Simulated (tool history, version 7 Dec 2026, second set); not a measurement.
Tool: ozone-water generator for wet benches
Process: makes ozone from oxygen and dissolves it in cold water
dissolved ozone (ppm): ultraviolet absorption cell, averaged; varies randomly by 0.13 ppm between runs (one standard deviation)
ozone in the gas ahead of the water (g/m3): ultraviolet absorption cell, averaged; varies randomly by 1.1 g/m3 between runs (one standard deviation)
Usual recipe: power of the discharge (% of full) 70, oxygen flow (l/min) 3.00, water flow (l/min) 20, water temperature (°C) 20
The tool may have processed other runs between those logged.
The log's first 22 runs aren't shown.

run	day	power of the discharge (% of full)	oxygen flow (l/min)	water flow (l/min)	water temperature (°C)	dissolved ozone (ppm)	ozone in the gas ahead of the water (g/m3)
23	45.800	72	1.59	22	24	9.3	263.5
24	47.946	70	3.00	20	20	12.6	193.8
25	49.658	70	3.00	20	20	12.6	194.0
26	51.896	41	3.00	20	17	8.7	127.8
27	54.704	93	1.70	26	21	9.7	311.2
28	57.550	93	4.67	16	21	20.1	197.8
29	59.725	93	4.67	16	21	20.1	196.2
30	62.671	70	3.00	20	23	12.1	192.3
31	64.083	70	3.00	20	23	12.1	191.6
32	66.808	58	2.11	12	20	16.4	195.5

4 ways to go on from here, each from the tool as it stands after run 32. What would each give?
A	68.479	58	3.13	13	18	?	?
B	68.479	96	2.11	17	21	?	?
C	68.479	57	1.63	20	20	?	?
D	68.479	58	2.11	12	21	?	?

run	dissolved ozone (ppm)	ozone in the gas ahead of the water (g/m3)
A	16.7	162.1
B	17.1	289.7
C	9.1	216.2
D	16.1	195.1
What these runs would have given with no unlogged condition in the tool:
run	dissolved ozone (ppm)	ozone in the gas ahead of the water (g/m3)
A	17.8	166.0
B	18.6	299.9
C	9.8	221.3
D	17.2	199.8
